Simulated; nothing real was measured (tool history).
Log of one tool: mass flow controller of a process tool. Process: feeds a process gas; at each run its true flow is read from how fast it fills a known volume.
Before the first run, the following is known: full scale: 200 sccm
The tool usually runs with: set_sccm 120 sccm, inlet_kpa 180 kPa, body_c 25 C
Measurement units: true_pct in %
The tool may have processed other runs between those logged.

run	hour	set_sccm	inlet_kpa	body_c	true_pct
1	0	120	180	25	98.87
2	503.7	120	169	25	98.88
3	882.6	120	169	25	98.87
4	1158.1	120	169	25	98.88
5	1397.5	24	169	25	102.1
6	1691.1	24	203	25	102.35
7	1999.7	120	180	25	98.91
8	2223.2	120	180	25	98.92
# hour 2698.5: controller exchanged for a calibrated one
9	2702.9	120	180	25	99.54
10	3135.9	120	180	25	99.43
11	3374.5	120	180	25	99.54
12	3652.9	120	180	25	99.49
13	4057.6	144	247	25	99.85

Forecast run 14:
14	4375.5	120	180	37	?

true_pct: 100.06 %
Take away the tool's hidden state, keep the run-to-run variation as it was, and the same run would have given true_pct 99.79 %.
